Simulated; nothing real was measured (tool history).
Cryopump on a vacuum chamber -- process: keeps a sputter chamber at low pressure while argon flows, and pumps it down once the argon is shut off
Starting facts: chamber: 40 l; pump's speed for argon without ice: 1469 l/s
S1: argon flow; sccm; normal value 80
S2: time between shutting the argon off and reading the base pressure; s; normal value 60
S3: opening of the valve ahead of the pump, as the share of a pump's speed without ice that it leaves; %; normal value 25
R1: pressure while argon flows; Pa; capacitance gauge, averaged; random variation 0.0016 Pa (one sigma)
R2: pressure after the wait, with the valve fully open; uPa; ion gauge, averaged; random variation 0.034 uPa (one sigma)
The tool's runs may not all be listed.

run,hour,S1,S2,S3,R1,R2
1,0.0,80,60,25,0.4108,4.87
2,21.9,80,60,25,0.4161,4.93
# hour 44.7: pump warmed up, emptied and cooled again
3,52.9,80,60,25,0.3695,3.90
4,83.7,80,60,25,0.3715,3.89
5,105.1,80,60,25,0.3714,3.92
6,129.6,80,60,25,0.3714,3.97
7,159.4,35,60,25,0.1630,3.93
8,195.3,35,60,25,0.1636,4.02
9,228.1,80,42,25,0.3752,4.81
10,246.7,80,42,25,0.3763,4.78
11,263.8,80,60,25,0.3755,4.01
12,289.7,80,60,25,0.3739,4.07
# hour 308.9: leaking fittings of the chamber tightened, without venting
13,319.7,80,139,29,0.3270,0.97
14,341.0,86,246,29,0.3524,0.66
15,368.6,103,278,46,0.2684,0.63
16,386.4,74,274,17,0.5101,0.64
17,418.9,74,274,17,0.5127,0.66
18,450.9,75,274,17,0.5207,0.61
19,484.5,131,132,25,0.6223,1.03
20,511.2,131,132,25,0.6241,1.06
21,530.9,131,132,25,0.6247,1.01
22,547.3,59,32,48,0.1553,3.38
23,572.4,80,116,15,0.6314,1.16
24,598.9,80,116,40,0.2478,1.18

Alternative continuations, all from the tool just after run 24; predict every row:
A,627.8,80,281,40,?,?
B,627.8,41,31,38,?,?
C,627.8,80,116,23,?,?
D,627.8,80,113,57,?,?

run,R1,R2
A,0.2475,0.73
B,0.1340,3.48
C,0.4201,1.20
D,0.1790,1.23
Without the tool's hidden state the same runs would have given:
run,R1,R2
A,0.2296,0.55
B,0.1247,3.31
C,0.4021,1.03
D,0.1611,1.06
